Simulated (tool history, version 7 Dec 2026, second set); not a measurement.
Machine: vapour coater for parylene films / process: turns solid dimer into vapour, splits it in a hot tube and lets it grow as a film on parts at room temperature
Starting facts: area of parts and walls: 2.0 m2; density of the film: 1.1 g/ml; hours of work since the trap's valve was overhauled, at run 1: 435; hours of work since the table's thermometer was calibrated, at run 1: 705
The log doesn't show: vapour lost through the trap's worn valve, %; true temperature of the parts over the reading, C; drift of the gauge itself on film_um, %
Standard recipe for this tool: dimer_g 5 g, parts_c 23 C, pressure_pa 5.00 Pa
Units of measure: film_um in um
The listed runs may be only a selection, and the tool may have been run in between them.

run,hour,dimer_g,parts_c,pressure_pa,hours of work since the trap's valve was overhauled,hours of work since the table's thermometer was calibrated,film_um
1,0.0,5,23,5.00,435,705,1.20
2,39.5,5,23,5.00,457,726,1.28
3,78.6,5,23,5.00,479,748,1.24
4,129.5,5,23,5.00,507,776,1.22
# hour 157.3: trap's valve overhauled
5,177.0,5,23,5.00,11,800,1.18
6,236.4,5,23,5.00,43,832,1.22
7,272.0,5,23,5.00,63,852,1.20
8,332.3,5,23,5.00,96,885,1.19
# hour 372.4: trap's valve overhauled, once more
9,374.5,5,23,3.32,1,906,1.42
10,430.9,5,23,3.32,32,937,1.44
11,458.7,5,23,3.32,47,952,1.46
12,491.9,5,23,5.00,66,971,1.41
13,520.5,5,23,5.00,81,986,1.37
14,546.9,5,23,5.00,96,1001,1.41
15,574.3,5,23,5.46,111,1016,1.34
16,637.7,5,23,5.46,146,1051,1.34
17,687.0,5,23,5.46,173,1078,1.35
18,737.0,5,23,5.46,200,1105,1.34
19,780.8,5,23,5.46,224,1129,1.31
20,807.9,5,23,3.02,239,1144,1.40
21,849.0,5,23,3.02,262,1167,1.35
22,904.9,5,23,5.00,292,1197,1.30
23,944.4,6,22,7.17,314,1219,1.59
24,979.0,3,18,5.72,333,1238,0.92
25,1026.8,3,19,5.79,359,1264,0.90
26,1064.6,2,24,5.00,380,1285,0.52
27,1106.2,8,15,3.06,403,1308,2.67
28,1152.5,8,15,3.06,428,1333,2.69
29,1184.6,8,15,3.06,446,1351,2.64
30,1236.6,8,15,3.06,475,1380,2.65
31,1300.6,6,20,5.00,510,1415,1.63
# hour 1321.8: trap's valve overhauled
32,1345.1,6,20,5.00,13,1437,1.87
33,1374.9,5,20,4.56,29,1453,1.58
34,1411.9,7,20,11.08,49,1474,1.99
35,1469.2,3,22,3.34,81,1505,0.88
36,1529.4,9,19,3.88,114,1538,2.85
37,1587.4,9,19,3.88,146,1570,2.84
38,1629.4,5,18,5.00,169,1593,1.61
39,1660.8,5,18,5.00,186,1610,1.63
40,1689.3,6,32,8.64,202,1626,1.19
41,1751.4,2,30,4.31,236,1660,0.42
42,1795.2,4,15,6.98,260,1684,1.35
43,1821.3,6,21,7.62,274,1699,1.63

Forecast each of these 5 alternatives for the next run:
A,1881.1,5,23,2.73,307,1731,?
B,1881.1,6,23,2.30,307,1731,?
C,1881.1,3,26,3.07,307,1731,?
D,1881.1,6,18,7.62,307,1731,?
E,1881.1,4,16,7.62,307,1731,?

run,film_um
A,1.41
B,1.72
C,0.77
D,1.80
E,1.28
Without the tool's unlogged condition, the same runs would have read:
run,film_um
A,1.49
B,1.81
C,0.81
D,1.89
E,1.35
